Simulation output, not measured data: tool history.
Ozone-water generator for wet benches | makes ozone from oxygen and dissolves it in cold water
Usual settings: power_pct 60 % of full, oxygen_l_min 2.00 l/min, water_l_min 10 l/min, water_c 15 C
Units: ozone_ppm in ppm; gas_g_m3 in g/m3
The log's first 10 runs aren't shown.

run,hour,power_pct,oxygen_l_min,water_l_min,water_c,hours of work since the electrodes were changed,hours of work since the contactor was cleaned,hours of work since the thermometer was calibrated,ozone_ppm,gas_g_m3
11,1047.4,60,3.19,10,15,5103,3204,903,17.0,126.5
12,1173.8,60,3.19,10,15,5212,3313,1012,17.2,126.2
13,1247.0,60,2.00,10,7,5275,3376,1075,17.7,157.8
14,1327.0,60,2.00,10,7,5344,3445,1144,18.0,157.2
15,1442.7,60,2.00,10,15,5444,3545,1244,16.4,156.9
16,1535.6,60,1.17,10,15,5524,3625,1324,14.6,201.6
# hour 1551.9: contactor cleaned
17,1654.2,60,1.17,10,15,5623,88,1423,14.4,200.6
18,1725.0,60,2.00,10,14,5684,149,1484,16.4,157.5
# hour 1850.6: contactor cleaned, once more
19,1855.5,42,1.28,9,16,5793,4,1593,12.2,139.6
20,1958.6,85,1.00,6,7,5882,93,1682,33.3,295.6
21,2096.3,49,1.66,16,15,6000,212,1801,8.3,142.2
22,2217.3,49,1.66,16,15,6105,316,1905,8.1,142.5
23,2309.1,49,1.66,16,15,6184,395,1984,8.3,143.5
24,2452.0,49,1.66,16,15,6307,519,2107,7.9,141.1
25,2553.7,41,1.75,10,15,6395,606,2195,11.5,120.3
26,2689.3,42,2.00,10,15,6512,723,2312,12.0,114.1
27,2791.0,42,2.00,10,15,6600,811,2400,11.8,112.2
28,2935.3,69,1.20,10,14,6724,935,2524,16.6,225.6
29,3001.6,86,1.98,12,13,6781,992,2581,19.1,213.2
30,3099.7,86,1.98,12,13,6866,1077,2666,19.2,214.3
31,3169.4,60,2.00,8,9,6926,1137,2726,21.4,155.6
32,3235.8,70,2.97,9,13,6983,1194,2783,21.9,148.9
33,3345.0,70,2.97,10,22,7077,1289,2878,17.5,147.7

Forecast each of these 4 alternatives for the next run:
A,3416.2,89,2.97,10,13,7139,1350,2939,?,?
B,3416.2,70,1.84,10,13,7139,1350,2939,?,?
C,3416.2,47,2.00,11,12,7139,1350,2939,?,?
D,3416.2,70,1.81,10,11,7139,1350,2939,?,?

run,ozone_ppm,gas_g_m3
A,24.8,180.7
B,18.7,182.8
C,12.3,125.1
D,19.2,185.7
Without the tool's hidden state the same runs would have given:
run,ozone_ppm,gas_g_m3
A,27.2,195.8
B,20.2,195.3
C,13.0,130.5
D,20.7,198.5
